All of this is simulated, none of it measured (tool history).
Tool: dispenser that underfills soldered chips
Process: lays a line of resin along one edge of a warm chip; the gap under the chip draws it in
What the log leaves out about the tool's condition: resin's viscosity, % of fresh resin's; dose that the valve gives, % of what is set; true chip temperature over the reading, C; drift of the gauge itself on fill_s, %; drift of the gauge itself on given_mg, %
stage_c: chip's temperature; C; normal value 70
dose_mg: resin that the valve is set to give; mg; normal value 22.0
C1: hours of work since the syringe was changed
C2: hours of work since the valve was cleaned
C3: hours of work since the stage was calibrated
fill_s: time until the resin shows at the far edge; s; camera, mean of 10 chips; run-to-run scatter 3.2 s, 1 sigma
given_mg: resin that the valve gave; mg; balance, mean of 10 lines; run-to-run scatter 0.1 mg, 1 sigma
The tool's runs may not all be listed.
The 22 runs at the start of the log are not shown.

{"day": 7.812, "done": "new syringe of resin"}
{"run": 23, "day": 8.054, "stage_c": 72, "dose_mg": 22.9, "C1": 4, "C2": 60, "C3": 187, "fill_s": 391.7, "given_mg": 21.76}
{"run": 24, "day": 8.392, "stage_c": 59, "dose_mg": 25.8, "C1": 10, "C2": 66, "C3": 193, "fill_s": 1209.4, "given_mg": 24.46}
{"day": 8.5, "done": "new syringe of resin"}
{"run": 25, "day": 8.625, "stage_c": 60, "dose_mg": 22.4, "C1": 2, "C2": 70, "C3": 197, "fill_s": 630.3, "given_mg": 21.28}
{"run": 26, "day": 8.996, "stage_c": 60, "dose_mg": 22.4, "C1": 8, "C2": 76, "C3": 203, "fill_s": 1026.4, "given_mg": 21.0}
{"day": 9.167, "done": "new syringe of resin"}
{"run": 27, "day": 9.271, "stage_c": 59, "dose_mg": 22.6, "C1": 2, "C2": 81, "C3": 208, "fill_s": 629.7, "given_mg": 21.24}
{"run": 28, "day": 9.6, "stage_c": 61, "dose_mg": 18.8, "C1": 7, "C2": 86, "C3": 213, "fill_s": 933.5, "given_mg": 17.47}
{"day": 9.712, "done": "dispensing valve cleaned and set on the balance"}
{"day": 9.888, "done": "new syringe of resin"}
{"run": 29, "day": 10.0, "stage_c": 72, "dose_mg": 20.3, "C1": 2, "C2": 5, "C3": 219, "fill_s": 335.2, "given_mg": 20.23}
{"run": 30, "day": 10.483, "stage_c": 56, "dose_mg": 23.7, "C1": 10, "C2": 13, "C3": 227, "fill_s": 1475.8, "given_mg": 23.35}
{"day": 10.571, "done": "new syringe of resin"}
{"run": 31, "day": 10.933, "stage_c": 57, "dose_mg": 26.6, "C1": 6, "C2": 20, "C3": 235, "fill_s": 964.4, "given_mg": 26.21}
{"day": 11.229, "done": "new syringe of resin"}
{"run": 32, "day": 11.367, "stage_c": 70, "dose_mg": 22.0, "C1": 2, "C2": 28, "C3": 242, "fill_s": 378.6, "given_mg": 21.39}
{"run": 33, "day": 11.812, "stage_c": 59, "dose_mg": 20.8, "C1": 10, "C2": 35, "C3": 250, "fill_s": 1259.8, "given_mg": 20.21}
{"day": 11.917, "done": "new syringe of resin"}
{"run": 34, "day": 12.317, "stage_c": 65, "dose_mg": 22.0, "C1": 7, "C2": 44, "C3": 258, "fill_s": 685.4, "given_mg": 21.08}

What does the tool deliver on the next run?
{"day": 12.588, "done": "new syringe of resin"}
{"run": 35, "day": 12.6, "stage_c": 59, "dose_mg": 19.2, "C1": 0, "C2": 48, "C3": 263, "fill_s": "?", "given_mg": "?"}

Run 35 produced fill_s 567.5 s, given_mg 18.48 mg.
With no hidden state in the tool, this same run would have given fill_s 572.8 s, given_mg 19.25 mg.
